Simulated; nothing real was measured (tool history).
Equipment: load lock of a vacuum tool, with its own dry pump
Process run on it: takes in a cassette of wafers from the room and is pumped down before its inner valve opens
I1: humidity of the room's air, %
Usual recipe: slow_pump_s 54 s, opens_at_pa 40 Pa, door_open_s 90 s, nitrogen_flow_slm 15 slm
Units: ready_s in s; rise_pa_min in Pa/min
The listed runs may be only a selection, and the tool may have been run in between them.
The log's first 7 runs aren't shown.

{"run": 8, "hour": 1985.0, "slow_pump_s": 54, "opens_at_pa": 40, "door_open_s": 90, "nitrogen_flow_slm": 15, "I1": 47.1, "ready_s": 119.2, "rise_pa_min": 0.377}
{"run": 9, "hour": 2217.9, "slow_pump_s": 54, "opens_at_pa": 40, "door_open_s": 90, "nitrogen_flow_slm": 15, "I1": 45.7, "ready_s": 120.4, "rise_pa_min": 0.39}
{"run": 10, "hour": 2511.0, "slow_pump_s": 54, "opens_at_pa": 40, "door_open_s": 90, "nitrogen_flow_slm": 10, "I1": 47.2, "ready_s": 120.2, "rise_pa_min": 0.41}
{"run": 11, "hour": 2713.7, "slow_pump_s": 28, "opens_at_pa": 40, "door_open_s": 90, "nitrogen_flow_slm": 15, "I1": 47.1, "ready_s": 102.0, "rise_pa_min": 0.422}
{"run": 12, "hour": 3036.5, "slow_pump_s": 54, "opens_at_pa": 40, "door_open_s": 169, "nitrogen_flow_slm": 15, "I1": 44.5, "ready_s": 119.6, "rise_pa_min": 0.445}
{"run": 13, "hour": 3329.8, "slow_pump_s": 54, "opens_at_pa": 40, "door_open_s": 87, "nitrogen_flow_slm": 15, "I1": 47.5, "ready_s": 122.5, "rise_pa_min": 0.465}
{"run": 14, "hour": 3482.5, "slow_pump_s": 54, "opens_at_pa": 40, "door_open_s": 87, "nitrogen_flow_slm": 15, "I1": 42.6, "ready_s": 121.4, "rise_pa_min": 0.461}
{"run": 15, "hour": 3780.1, "slow_pump_s": 54, "opens_at_pa": 40, "door_open_s": 90, "nitrogen_flow_slm": 15, "I1": 43.3, "ready_s": 122.6, "rise_pa_min": 0.497}
{"run": 16, "hour": 4057.8, "slow_pump_s": 54, "opens_at_pa": 40, "door_open_s": 90, "nitrogen_flow_slm": 7, "I1": 47.0, "ready_s": 122.5, "rise_pa_min": 0.513}
{"run": 17, "hour": 4385.0, "slow_pump_s": 69, "opens_at_pa": 40, "door_open_s": 90, "nitrogen_flow_slm": 15, "I1": 44.6, "ready_s": 134.1, "rise_pa_min": 0.534}
{"run": 18, "hour": 4574.1, "slow_pump_s": 69, "opens_at_pa": 40, "door_open_s": 90, "nitrogen_flow_slm": 15, "I1": 48.0, "ready_s": 135.2, "rise_pa_min": 0.539}

Forecast run 19:
{"hour": 4658.7, "done": "door's seal changed, seat wiped"}
{"run": 19, "hour": 4746.0, "slow_pump_s": 69, "opens_at_pa": 40, "door_open_s": 90, "nitrogen_flow_slm": 15, "I1": 41.7, "ready_s": "?", "rise_pa_min": "?"}

Run 19 produced ready_s 134.4 s, rise_pa_min 0.022 Pa/min.
The same run, on a tool lacking any hidden state, would have yielded ready_s 128.4 s, rise_pa_min 0.021 Pa/min.

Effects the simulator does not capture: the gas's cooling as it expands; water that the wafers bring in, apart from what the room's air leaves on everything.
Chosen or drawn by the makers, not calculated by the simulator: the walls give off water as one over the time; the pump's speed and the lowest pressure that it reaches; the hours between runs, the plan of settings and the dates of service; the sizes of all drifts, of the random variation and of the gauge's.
